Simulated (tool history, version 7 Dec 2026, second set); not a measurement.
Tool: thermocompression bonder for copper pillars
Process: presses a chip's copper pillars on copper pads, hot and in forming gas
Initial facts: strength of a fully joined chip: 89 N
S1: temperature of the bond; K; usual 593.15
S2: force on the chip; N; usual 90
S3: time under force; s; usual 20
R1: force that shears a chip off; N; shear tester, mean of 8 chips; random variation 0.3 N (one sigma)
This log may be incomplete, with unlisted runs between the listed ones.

run   hour      S1   S2  S3    R1
  1      0  593.15   90  20    40
  2   27.5  593.15   90  20  39.4
  3   68.3  593.15   90  51  54.4
      73.9  -- forming gas filter changed
  4  100.5  593.15   90  20  39.6
  5  135.8  593.15   90  20  39.8
  6  173.9  593.15   90  20  39.8
  7  212.5  593.15   90  20  39.6
  8  238.7  593.15   90  20    39
  9  278.5  593.15   90  20    39
 10  313.8  593.15   90  20  39.2
 11  332.6  611.15  114  49    68
 12    352  569.15   90  20  30.1
 13  381.8  575.15   74  12  21.8
 14    408  575.15   74  12  22.4
 15  432.9  606.15   90  22  46.1
     441.2  -- forming gas filter changed
 16    466  606.15   90  22    46
 17  485.7  580.15  116  41  51.8

Below are 3 alternative next runs, each starting from the tool's condition after run 17. Predict each:
  A   524  591.15   89  15   ?
  B   524  593.15   90  21   ?
  C   524  585.15  127  44   ?

run    R1
  A  34.5
  B  39.5
  C    59
Without the tool's hidden state the same runs would have given:
run    R1
  A  34.5
  B  39.5
  C  59.1
